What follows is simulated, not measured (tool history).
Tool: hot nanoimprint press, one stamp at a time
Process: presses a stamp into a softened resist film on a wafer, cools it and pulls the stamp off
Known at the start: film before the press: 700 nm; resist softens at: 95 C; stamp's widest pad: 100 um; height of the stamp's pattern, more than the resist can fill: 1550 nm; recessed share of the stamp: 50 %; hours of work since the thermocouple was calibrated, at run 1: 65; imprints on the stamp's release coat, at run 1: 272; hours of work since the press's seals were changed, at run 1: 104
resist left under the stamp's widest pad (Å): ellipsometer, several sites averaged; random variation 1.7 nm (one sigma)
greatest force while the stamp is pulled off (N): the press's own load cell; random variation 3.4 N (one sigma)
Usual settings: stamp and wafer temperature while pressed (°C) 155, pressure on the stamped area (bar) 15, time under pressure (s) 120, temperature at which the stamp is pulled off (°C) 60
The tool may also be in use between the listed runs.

| run | hour | stamp and wafer temperature while pressed (°C) | pressure on the stamped area (bar) | time under pressure (s) | temperature at which the stamp is pulled off (°C) | hours of work since the thermocouple was calibrated | imprints on the stamp's release coat | hours of work since the press's seals were changed | resist left under the stamp's widest pad (Å) | greatest force while the stamp is pulled off (N) |
|---|---|---|---|---|---|---|---|---|---|---|
| 1 | 0 | 155 | 15 | 120 | 60 | 65 | 272 | 104 | 2739 | 183 |
| 2 | 18 | 155 | 15 | 120 | 60 | 76 | 308 | 115 | 2765 | 190 |
| 3 | 34.5 | 155 | 15 | 120 | 60 | 86 | 341 | 125 | 2739 | 186 |
| 4 | 53.9 | 155 | 15 | 120 | 60 | 98 | 379 | 137 | 2780 | 188 |
| 5 | 80.4 | 155 | 15 | 120 | 60 | 114 | 432 | 153 | 2775 | 203 |
| 6 | 103 | 155 | 15 | 120 | 60 | 127 | 477 | 166 | 2779 | 207 |
| 7 | 114.3 | 155 | 15 | 120 | 60 | 134 | 499 | 173 | 2822 | 199 |
| 8 | 130.7 | 155 | 15 | 120 | 60 | 144 | 532 | 183 | 2763 | 210 |
| 9 | 144.9 | 155 | 15 | 120 | 60 | 152 | 560 | 191 | 2780 | 206 |
|  | 150.3 | plate thermocouple calibrated |
| 10 | 164.9 | 155 | 15 | 120 | 60 | 9 | 594 | 202 | 2806 | 210 |
| 11 | 190.7 | 155 | 15 | 120 | 60 | 24 | 645 | 217 | 2825 | 223 |
| 12 | 217.4 | 155 | 15 | 120 | 60 | 40 | 698 | 233 | 2812 | 220 |
| 13 | 228.6 | 155 | 15 | 120 | 60 | 47 | 720 | 240 | 2884 | 217 |
|  | 248.9 | plate thermocouple calibrated, once more |
| 14 | 256.3 | 155 | 21.3 | 120 | 60 | 4 | 769 | 255 | 2237 | 223 |
| 15 | 274.9 | 155 | 15 | 70 | 60 | 16 | 806 | 266 | 3266 | 230 |
| 16 | 299.9 | 154 | 15 | 120 | 60 | 31 | 856 | 281 | 2836 | 229 |
| 17 | 316.8 | 152 | 15 | 120 | 57 | 41 | 889 | 291 | 3159 | 236 |
| 18 | 328.6 | 152 | 13.9 | 61 | 57 | 48 | 913 | 298 | 4028 | 244 |
|  | 338.9 | stamp cleaned and given a new release coat |
| 19 | 351.9 | 152 | 13.9 | 61 | 57 | 58 | 26 | 309 | 4077 | 173 |
| 20 | 368.9 | 152 | 13.9 | 61 | 57 | 69 | 60 | 319 | 3992 | 174 |
| 21 | 387.4 | 162 | 11.6 | 202 | 57 | 80 | 97 | 330 | 1972 | 173 |
| 22 | 398.9 | 162 | 9.9 | 81 | 54 | 87 | 119 | 337 | 3008 | 181 |
| 23 | 418.1 | 162 | 9.9 | 81 | 54 | 98 | 158 | 348 | 3008 | 184 |
| 24 | 434.8 | 155 | 15 | 112 | 60 | 108 | 191 | 358 | 2855 | 180 |
| 25 | 455.9 | 156 | 15.7 | 179 | 61 | 121 | 233 | 371 | 2280 | 179 |
| 26 | 474.8 | 153 | 12.2 | 180 | 60 | 132 | 270 | 383 | 3028 | 187 |
| 27 | 500.5 | 163 | 9.7 | 120 | 60 | 148 | 321 | 398 | 2565 | 189 |
| 28 | 512.8 | 158 | 11.3 | 74 | 60 | 155 | 345 | 405 | 3414 | 191 |
| 29 | 531.6 | 158 | 11.3 | 74 | 60 | 166 | 383 | 417 | 3418 | 197 |

4 ways to go on from here, each from the tool as it stands after run 29. What would each give?
| A | 544 | 161 | 11.3 | 74 | 61 | 174 | 407 | 424 | ? | ? |
| B | 544 | 165 | 9.9 | 120 | 60 | 174 | 407 | 424 | ? | ? |
| C | 544 | 144 | 15 | 120 | 63 | 174 | 407 | 424 | ? | ? |
| D | 544 | 155 | 10.2 | 120 | 60 | 174 | 407 | 424 | ? | ? |

| run | resist left under the stamp's widest pad (Å) | greatest force while the stamp is pulled off (N) |
|---|---|---|
| A | 3015 | 193 |
| B | 2351 | 198 |
| C | 4519 | 192 |
| D | 3550 | 199 |
Without the tool's hidden state the same runs would have given:
| run | resist left under the stamp's widest pad (Å) | greatest force while the stamp is pulled off (N) |
|---|---|---|
| A | 2893 | 161 |
| B | 2258 | 166 |
| C | 4336 | 160 |
| D | 3406 | 166 |
